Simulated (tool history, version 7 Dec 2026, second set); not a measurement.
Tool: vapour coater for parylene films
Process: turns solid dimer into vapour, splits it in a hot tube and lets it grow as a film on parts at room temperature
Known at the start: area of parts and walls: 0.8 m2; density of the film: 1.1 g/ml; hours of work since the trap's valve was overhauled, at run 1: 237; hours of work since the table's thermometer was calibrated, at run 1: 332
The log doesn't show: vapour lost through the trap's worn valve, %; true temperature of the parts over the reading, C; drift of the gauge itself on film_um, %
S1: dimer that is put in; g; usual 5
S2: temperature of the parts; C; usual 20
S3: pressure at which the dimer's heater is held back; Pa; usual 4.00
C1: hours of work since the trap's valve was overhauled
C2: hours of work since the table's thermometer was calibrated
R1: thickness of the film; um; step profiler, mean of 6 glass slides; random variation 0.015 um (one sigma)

run 1 hour=0.0 | S1=5 S2=20 S3=4.00 | C1=237 C2=332 | R1=3.08
run 2 hour=14.0 | S1=5 S2=25 S3=4.00 | C1=249 C2=343 | R1=2.75
run 3 hour=27.1 | S1=5 S2=25 S3=4.00 | C1=259 C2=353 | R1=2.74
run 4 hour=40.7 | S1=5 S2=25 S3=4.00 | C1=270 C2=364 | R1=2.74
run 5 hour=51.1 | S1=5 S2=25 S3=4.00 | C1=278 C2=373 | R1=2.74
run 6 hour=66.4 | S1=5 S2=25 S3=4.00 | C1=291 C2=385 | R1=2.75
run 7 hour=86.4 | S1=5 S2=25 S3=4.00 | C1=307 C2=401 | R1=2.74
run 8 hour=108.3 | S1=5 S2=25 S3=4.00 | C1=324 C2=418 | R1=2.74
run 9 hour=121.8 | S1=5 S2=25 S3=4.00 | C1=335 C2=429 | R1=2.71
run 10 hour=140.9 | S1=5 S2=25 S3=4.00 | C1=350 C2=445 | R1=2.71
run 11 hour=162.4 | S1=7 S2=20 S3=4.00 | C1=368 C2=462 | R1=4.27
run 12 hour=172.6 | S1=3 S2=20 S3=4.00 | C1=376 C2=470 | R1=1.84
run 13 hour=192.8 | S1=5 S2=20 S3=4.00 | C1=392 C2=486 | R1=3.05
run 14 hour=207.9 | S1=5 S2=20 S3=4.00 | C1=404 C2=498 | R1=3.06
run 15 hour=217.4 | S1=6 S2=24 S3=8.90 | C1=412 C2=506 | R1=3.09
run 16 hour=229.6 | S1=3 S2=24 S3=10.00 | C1=421 C2=516 | R1=1.55
run 17 hour=243.8 | S1=6 S2=20 S3=11.85 | C1=433 C2=527 | R1=3.33
run 18 hour=258.7 | S1=3 S2=20 S3=4.00 | C1=445 C2=539 | R1=1.83
run 19 hour=274.9 | S1=3 S2=20 S3=4.00 | C1=458 C2=552 | R1=1.83
run 20 hour=290.5 | S1=3 S2=20 S3=4.00 | C1=470 C2=564 | R1=1.81
run 21 hour=306.7 | S1=3 S2=21 S3=5.17 | C1=483 C2=577 | R1=1.75
run 22 hour=317.5 | S1=3 S2=21 S3=5.17 | C1=492 C2=586 | R1=1.73
run 23 hour=338.1 | S1=5 S2=20 S3=2.42 | C1=508 C2=603 | R1=3.16
run 24 hour=354.1 | S1=5 S2=20 S3=2.42 | C1=521 C2=615 | R1=3.16
run 25 hour=370.0 | S1=6 S2=21 S3=7.34 | C1=534 C2=628 | R1=3.36
run 26 hour=389.6 | S1=5 S2=12 S3=4.00 | C1=549 C2=644 | R1=3.68
run 27 hour=407.8 | S1=2 S2=27 S3=4.00 | C1=564 C2=658 | R1=1.03

Some steps in R1 between neighbouring runs. How much of each would the tool show without its hidden state too (settings, what came in, random variation), and how much is left for the hidden state, with any gauge scatter that isn't in both results?
Run 11 -> 12: S1 7 -> 3. R1 -2.43 um: hidden state +0.09, all else -2.52.
Run 26 -> 27: S1 5 -> 2, S2 12 -> 27. R1 -2.65 um: hidden state +0.13, all else -2.78.
